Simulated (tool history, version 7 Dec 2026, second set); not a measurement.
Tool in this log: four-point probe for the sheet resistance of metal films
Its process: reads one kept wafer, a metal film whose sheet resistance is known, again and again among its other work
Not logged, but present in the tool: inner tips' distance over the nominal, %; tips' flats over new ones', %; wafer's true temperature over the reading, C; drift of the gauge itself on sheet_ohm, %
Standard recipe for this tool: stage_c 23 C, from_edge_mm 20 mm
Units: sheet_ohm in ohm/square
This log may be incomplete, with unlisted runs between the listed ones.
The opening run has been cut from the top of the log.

run	hour	stage_c	from_edge_mm	touches since the probe head was changed	hours of work since the stage's thermometer was calibrated	sheet_ohm
2	56.7	23	20	68804	323	1.529795
3	100.2	23	20	70097	347	1.531001
4	143.4	23	20	71379	371	1.530525
5	195.4	23	19	72924	400	1.530348
6	234.2	23	19	74074	421	1.531054
7	272	23	19	75199	442	1.531043
8	318.1	23	19	76567	467	1.531293
9	371.9	23	3	78163	497	1.614704
10	401.7	23	3	79050	514	1.615555
11	438.6	34	20	80145	534	1.531184
12	473.7	23	20	81188	553	1.531301
13	505.6	23	20	82134	571	1.531477
14	548.8	23	20	83418	595	1.531519
15	604.2	21	20	85062	626	1.531177
16	637.5	21	20	86052	644	1.531421
17	683.3	32	20	87411	669	1.531768
18	714.3	32	20	88332	686	1.531523
19	768.8	32	20	89950	717	1.531718
20	813.6	23	20	91279	741	1.532123
21	840.6	23	20	92083	756	1.532609
22	868.9	23	20	92923	772	1.531947
23	917.2	23	20	94356	799	1.532454
24	953.3	26	3	95428	819	1.616398
25	1004.6	27	15	96952	847	1.53393
26	1064.1	27	15	98717	880	1.534721

Run 27 has not been measured yet. What should we expect?
27	1099.3	32	29	99764	899	?

sheet_ohm: 1.531695 ohm/square
Without the tool's hidden state the same run would have given sheet_ohm 1.529808 ohm/square.

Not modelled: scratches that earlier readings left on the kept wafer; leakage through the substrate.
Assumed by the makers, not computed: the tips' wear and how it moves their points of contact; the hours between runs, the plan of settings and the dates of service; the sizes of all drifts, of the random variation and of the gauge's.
